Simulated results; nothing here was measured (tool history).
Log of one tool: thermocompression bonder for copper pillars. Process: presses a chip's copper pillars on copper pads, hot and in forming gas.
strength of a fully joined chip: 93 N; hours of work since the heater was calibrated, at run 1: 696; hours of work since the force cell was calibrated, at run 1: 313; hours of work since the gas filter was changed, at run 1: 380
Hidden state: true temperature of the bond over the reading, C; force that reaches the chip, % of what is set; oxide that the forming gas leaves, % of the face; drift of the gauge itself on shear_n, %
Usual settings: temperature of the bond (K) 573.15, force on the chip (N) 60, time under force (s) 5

run,hour,temperature of the bond (K),force on the chip (N),time under force (s),hours of work since the heater was calibrated,hours of work since the force cell was calibrated,hours of work since the gas filter was changed,force that shears a chip off (N)
1,0,573.15,60,5,696,313,380,41.4
2,10.8,578.15,60,5,704,321,388,43.8
3,18.6,578.15,60,5,710,327,394,44.3
4,26.8,578.15,60,5,716,334,401,43.8
5,35.1,573.15,60,5,723,340,407,41.5
6,44.1,573.15,60,8,730,347,414,48.6
7,49.1,573.15,60,8,734,351,418,48.5

Run 8 comes next. What will it give?
8,54,573.15,60,8,738,355,422,?

{"run 8": {"force that shears a chip off (N)": 49.1}}
Without the tool's hidden state the same run would have given force that shears a chip off (N) 49.5.
